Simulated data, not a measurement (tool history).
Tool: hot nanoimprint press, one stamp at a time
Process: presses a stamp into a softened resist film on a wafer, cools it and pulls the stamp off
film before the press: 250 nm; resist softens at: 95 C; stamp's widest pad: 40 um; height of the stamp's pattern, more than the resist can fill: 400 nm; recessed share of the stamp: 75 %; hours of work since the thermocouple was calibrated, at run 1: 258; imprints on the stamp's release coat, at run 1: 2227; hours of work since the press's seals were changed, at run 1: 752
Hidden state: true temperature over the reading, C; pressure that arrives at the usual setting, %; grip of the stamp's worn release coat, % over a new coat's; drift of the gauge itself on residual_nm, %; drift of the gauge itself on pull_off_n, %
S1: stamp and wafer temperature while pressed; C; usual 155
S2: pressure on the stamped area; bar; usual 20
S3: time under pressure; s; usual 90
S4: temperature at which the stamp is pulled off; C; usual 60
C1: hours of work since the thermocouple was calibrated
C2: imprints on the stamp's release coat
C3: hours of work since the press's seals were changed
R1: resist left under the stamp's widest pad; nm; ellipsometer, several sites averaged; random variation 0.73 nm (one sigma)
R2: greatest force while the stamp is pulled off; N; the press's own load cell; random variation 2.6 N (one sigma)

run   hour   S1    S2   S3  S4   C1    C2    C3     R1   R2
  1      0  155    20   90  60  258  2227   752   87.1  120
      13.8  -- stamp cleaned and given a new release coat
  2   29.5  155    20   90  60  271    64   764   87.8  122
  3   65.4  155    20   90  60  289   212   783   88.2  119
  4   87.9  155    20   90  60  301   305   795   87.7  119
  5  111.7  155  30.1   90  60  314   403   807   69.2  121
  6  146.6  155  21.1   90  60  332   546   825   83.5  115
  7  174.4  155    20   90  60  346   661   840   88.4  114
  8  195.7  155  30.5   90  60  357   749   851   67.4  116
  9  218.6  155  30.5   90  60  369   843   863   68.2  124
 10  251.9  155    20   90  49  387   980   880   87.9  147
 11  277.1  155    20   90  49  400  1084   894   87.7  145
 12  292.7  155    20   90  49  408  1148   902   88.1  149
 13  310.4  155    20   90  47  417  1221   911   88.7  155
 14    338  155    20   90  47  432  1335   925   87.9  152
       345  -- plate thermocouple calibrated
 15  357.1  155    20   90  47    6  1401   934   87.8  154
 16  376.3  155  19.2  139  47   16  1480   944   76.6  157
 17  411.4  155  19.2   83  64   35  1624   962   92.8  107
 18  434.4  155  19.2   83  64   47  1719   974   91.8  105
 19  468.4  155  27.1   83  64   64  1859   992   75.3  105
 20  491.4  166  27.1   83  52   76  1954  1004   46.5  140
 21    508  164  27.7   81  60   85  2022  1013   50.6  117
 22  527.3  164  27.7   81  60   95  2101  1023     50  118
 23  542.5  164  27.7   81  60  103  2164  1031   50.4  117
 24  557.9  164  27.7   81  60  111  2227  1039   51.4  121
     571.9  -- stamp cleaned and given a new release coat
 25  591.7  155    12   90  60  126    82  1053  117.1  117
 26  619.2  144    20   73  51  140   195  1068  157.6  143
 27  641.6  155  22.8   90  58  152   287  1079   80.8  125
 28  672.5  144  16.2   90  55  168   414  1095  160.4  130
 29  693.9  144  16.2   90  55  179   503  1107  161.9  133
 30  731.3  144  16.2   90  55  199   656  1126  159.2  134

3 ways to go on from here, each from the tool as it stands after run 30. What would each give?
  A   768  164  21.4  68  60  218  808  1145   ?   ?
  B   768  147  16.6  90  49  218  808  1145   ?   ?
  C   768  144  16.2  72  54  218  808  1145   ?   ?

run     R1   R2
  A   63.7  124
  B  138.8  143
  C  168.8  137
Without the tool's hidden state the same runs would have given:
run     R1   R2
  A   63.6  123
  B  138.7  143
  C  168.6  137
